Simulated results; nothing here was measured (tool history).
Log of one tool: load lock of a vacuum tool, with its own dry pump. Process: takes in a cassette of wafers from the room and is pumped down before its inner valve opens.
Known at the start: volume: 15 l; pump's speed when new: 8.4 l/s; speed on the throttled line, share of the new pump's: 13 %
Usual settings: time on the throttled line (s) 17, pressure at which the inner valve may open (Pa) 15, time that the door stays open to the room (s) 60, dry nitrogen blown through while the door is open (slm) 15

| run | hour | time on the throttled line (s) | pressure at which the inner valve may open (Pa) | time that the door stays open to the room (s) | dry nitrogen blown through while the door is open (slm) | incoming humidity of the room's air, % | time from the closed door until the inner valve may open (s) | rise of the pressure with all valves shut (Pa/min) |
|---|---|---|---|---|---|---|---|---|
| 1 | 0.0 | 17 | 15 | 60 | 15 | 47.3 | 32.7 | 0.274 |
| 2 | 474.2 | 17 | 20 | 60 | 15 | 43.5 | 32.6 | 0.290 |
| 3 | 808.3 | 17 | 20 | 48 | 15 | 44.6 | 32.6 | 0.289 |
| 4 | 1099.4 | 17 | 18 | 48 | 15 | 47.6 | 32.9 | 0.291 |
|  | 1219.4 | dry pump taken out, an overhauled one fitted |
| 5 | 1515.0 | 17 | 15 | 60 | 15 | 44.7 | 30.6 | 0.307 |
| 6 | 1994.3 | 17 | 15 | 60 | 15 | 45.0 | 31.0 | 0.318 |
| 7 | 2440.5 | 17 | 15 | 60 | 15 | 43.0 | 30.8 | 0.338 |
| 8 | 2837.8 | 17 | 15 | 60 | 15 | 48.8 | 30.9 | 0.358 |
| 9 | 3306.0 | 17 | 15 | 60 | 26 | 45.3 | 31.0 | 0.347 |
| 10 | 3623.3 | 17 | 15 | 60 | 26 | 44.4 | 30.9 | 0.360 |
| 11 | 3859.2 | 17 | 15 | 60 | 26 | 45.8 | 30.8 | 0.367 |
| 12 | 4353.9 | 17 | 15 | 60 | 26 | 42.3 | 31.2 | 0.380 |
| 13 | 4789.0 | 17 | 15 | 38 | 15 | 47.1 | 31.3 | 0.396 |
| 14 | 5126.7 | 17 | 15 | 60 | 19 | 44.8 | 31.1 | 0.420 |
| 15 | 5632.3 | 14 | 15 | 60 | 15 | 47.2 | 29.0 | 0.434 |
| 16 | 6025.7 | 10 | 15 | 60 | 15 | 44.3 | 25.7 | 0.456 |
| 17 | 6392.9 | 10 | 15 | 60 | 15 | 46.5 | 25.4 | 0.471 |
| 18 | 6629.9 | 17 | 15 | 60 | 15 | 42.7 | 31.3 | 0.475 |
| 19 | 7023.6 | 15 | 23 | 60 | 15 | 43.9 | 29.4 | 0.484 |
| 20 | 7561.3 | 15 | 23 | 46 | 15 | 45.9 | 29.4 | 0.503 |
| 21 | 7827.5 | 15 | 16 | 60 | 4 | 44.4 | 30.5 | 0.531 |
| 22 | 8244.7 | 28 | 10 | 60 | 15 | 48.0 | 42.3 | 0.538 |
| 23 | 8682.3 | 17 | 15 | 60 | 29 | 43.9 | 32.2 | 0.524 |
| 24 | 8998.9 | 17 | 15 | 60 | 29 | 44.0 | 32.4 | 0.548 |
| 25 | 9323.6 | 10 | 13 | 39 | 8 | 45.2 | 26.7 | 0.563 |
|  | 9611.8 | door's seal changed, seat wiped |
| 26 | 9666.1 | 32 | 13 | 74 | 37 | 44.5 | 45.4 | 0.074 |
| 27 | 10196.4 | 32 | 13 | 74 | 37 | 45.7 | 45.8 | 0.078 |
| 28 | 10645.5 | 32 | 13 | 74 | 37 | 48.9 | 46.1 | 0.088 |
| 29 | 10891.8 | 32 | 13 | 74 | 37 | 45.3 | 45.9 | 0.076 |
| 30 | 11265.9 | 32 | 13 | 74 | 37 | 46.4 | 46.3 | 0.088 |
| 31 | 11493.0 | 32 | 13 | 74 | 37 | 42.9 | 46.1 | 0.083 |
|  | 11645.5 | dry pump taken out, an overhauled one fitted |
| 32 | 12029.2 | 32 | 13 | 74 | 37 | 43.8 | 43.7 | 0.090 |
| 33 | 12327.6 | 32 | 13 | 30 | 37 | 48.3 | 43.8 | 0.076 |
| 34 | 12586.0 | 32 | 16 | 37 | 37 | 41.3 | 43.6 | 0.077 |
| 35 | 12831.3 | 26 | 12 | 49 | 15 | 44.6 | 38.7 | 0.120 |
| 36 | 13190.3 | 17 | 12 | 49 | 10 | 46.1 | 31.2 | 0.134 |

Forecast each of these 5 alternatives for the next run:
| A | 13472.6 | 9 | 19 | 60 | 10 | 45.6 | ? | ? |
| B | 13472.6 | 17 | 21 | 120 | 8 | 43.1 | ? | ? |
| C | 13472.6 | 34 | 12 | 49 | 4 | 43.7 | ? | ? |
| D | 13472.6 | 17 | 28 | 57 | 15 | 47.1 | ? | ? |
| E | 13472.6 | 17 | 11 | 60 | 15 | 46.4 | ? | ? |

| run | time from the closed door until the inner valve may open (s) | rise of the pressure with all valves shut (Pa/min) |
|---|---|---|
| A | 23.5 | 0.139 |
| B | 30.3 | 0.178 |
| C | 46.2 | 0.143 |
| D | 29.9 | 0.131 |
| E | 31.4 | 0.135 |
Without the tool's hidden state the same runs would have given:
| run | time from the closed door until the inner valve may open (s) | rise of the pressure with all valves shut (Pa/min) |
|---|---|---|
| A | 23.2 | 0.095 |
| B | 30.1 | 0.133 |
| C | 46.0 | 0.098 |
| D | 29.7 | 0.087 |
| E | 31.2 | 0.091 |

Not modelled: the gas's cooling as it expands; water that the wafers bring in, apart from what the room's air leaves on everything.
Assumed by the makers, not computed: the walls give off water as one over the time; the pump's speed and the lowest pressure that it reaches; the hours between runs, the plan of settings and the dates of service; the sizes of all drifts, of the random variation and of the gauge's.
